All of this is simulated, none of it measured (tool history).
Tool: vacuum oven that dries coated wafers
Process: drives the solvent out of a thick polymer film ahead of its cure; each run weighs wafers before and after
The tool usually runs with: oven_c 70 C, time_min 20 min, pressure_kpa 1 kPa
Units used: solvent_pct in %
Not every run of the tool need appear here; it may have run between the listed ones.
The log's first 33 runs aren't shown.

Run 34, hour 341.5: usual settings but oven_c 84 C, time_min 14 min, pressure_kpa 2.87 kPa. Result: solvent_pct 1.13 %.
Run 35, hour 354.1: usual settings but oven_c 64 C, time_min 12 min, pressure_kpa 1.24 kPa. Result: solvent_pct 6.11 %.
Run 36, hour 362.5: usual settings but time_min 11 min, pressure_kpa 0.64 kPa. Result: solvent_pct 4.58 %.
Run 37, hour 373.1: usual settings but oven_c 56 C, time_min 17 min, pressure_kpa 3.68 kPa. Result: solvent_pct 7.82 %.
Run 38, hour 382.5: usual settings but oven_c 74 C, time_min 13 min. Result: solvent_pct 2.88 %.
Run 39, hour 390.9: usual settings but oven_c 66 C, time_min 14 min, pressure_kpa 0.56 kPa. Result: solvent_pct 4.67 %.
Run 40, hour 398.1: usual settings but oven_c 69 C, time_min 33 min, pressure_kpa 2.49 kPa. Result: solvent_pct 1.37 %.
Run 41, hour 404.4: usual settings but oven_c 72 C, time_min 22 min, pressure_kpa 1.24 kPa. Result: solvent_pct 1.47 %.
Run 42, hour 411.8: usual settings but oven_c 72 C, time_min 22 min, pressure_kpa 1.24 kPa. Result: solvent_pct 1.49 %.

Predict each of these 5 candidate next runs independently; none follows another, all start after run 42:
Run A, hour 426.2: usual settings but oven_c 61 C, time_min 16 min, pressure_kpa 2.56 kPa. Result: solvent_pct ?.
Run B, hour 426.2: usual settings but oven_c 56 C, time_min 12 min. Result: solvent_pct ?.
Run C, hour 426.2: usual settings but oven_c 81 C, pressure_kpa 0.9 kPa. Result: solvent_pct ?.
Run D, hour 426.2: usual settings but time_min 10 min. Result: solvent_pct ?.
Run E, hour 426.2: usual settings but oven_c 64 C, time_min 17 min, pressure_kpa 2.05 kPa. Result: solvent_pct ?.

run  solvent_pct
  A         6.19
  B         8.26
  C         0.52
  D         5.19
  E          4.8
The same runs, with their run-to-run variation unchanged, on a tool lacking any hidden condition would have given:
run  solvent_pct
  A          6.4
  B         8.43
  C         0.58
  D         5.39
  E         5.01
